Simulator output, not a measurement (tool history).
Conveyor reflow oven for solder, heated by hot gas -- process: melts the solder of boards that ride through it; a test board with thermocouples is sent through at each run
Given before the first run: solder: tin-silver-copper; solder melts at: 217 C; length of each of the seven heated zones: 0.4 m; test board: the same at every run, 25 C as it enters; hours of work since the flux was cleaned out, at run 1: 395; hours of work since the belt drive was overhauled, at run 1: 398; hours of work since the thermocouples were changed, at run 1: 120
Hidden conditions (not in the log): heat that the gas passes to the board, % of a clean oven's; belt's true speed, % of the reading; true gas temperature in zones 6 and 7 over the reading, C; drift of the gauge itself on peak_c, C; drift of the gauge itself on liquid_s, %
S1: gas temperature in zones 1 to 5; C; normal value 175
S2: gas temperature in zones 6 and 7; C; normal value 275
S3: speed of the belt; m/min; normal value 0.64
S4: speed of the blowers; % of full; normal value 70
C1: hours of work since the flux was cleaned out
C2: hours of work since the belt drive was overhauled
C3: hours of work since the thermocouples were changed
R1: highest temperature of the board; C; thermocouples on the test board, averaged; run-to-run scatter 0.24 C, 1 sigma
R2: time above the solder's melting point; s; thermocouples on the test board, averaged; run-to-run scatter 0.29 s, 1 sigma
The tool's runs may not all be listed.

run   hour   S1   S2     S3  S4   C1   C2   C3     R1    R2
  1      0  175  275   0.64  70  395  398  120  252.9  55.2
  2   16.3  175  275   0.64  78  403  406  128  254.9  57.4
  3   25.3  175  275   0.64  70  408  411  133  252.8  55.4
  4   34.4  175  275  0.605  70  412  415  137  255.1  60.9
  5   46.2  175  275  0.605  70  418  421  143  254.9  60.4
  6   62.4  175  275   0.64  70  427  430  152  252.4  55.3
      68.3  -- flux residue cleaned out of gas plates and filters
  7   84.6  175  275  0.574  70    8  439  161  255.8  65.1
  8  100.1  175  275  0.574  60   16  447  169  252.6  62.5
  9  119.3  175  275  0.574  60   26  456  178  252.7  61.9
 10  134.7  175  275  0.574  60   34  464  186    253  61.7
 11  150.6  187  273   0.55  75   42  473  195  258.8    76

Across each entry between runs, compare the hidden state at the last listed run before it with the hidden state at the first listed run after it:
From run 6 to run 7: flux residue cleaned out of gas plates and filters (hour 68.3)
  heat that the gas passes to the board, % of a clean oven's: 94.6 -> 91.3; belt's true speed, % of the reading: 99.48 -> 99.46; true gas temperature in zones 6 and 7 over the reading, C: 0.77 -> 0.8
  measured value less the no-hidden-state value, R1: -0.9 -> -1.6 C; R2: -0.7 -> -1.2 s
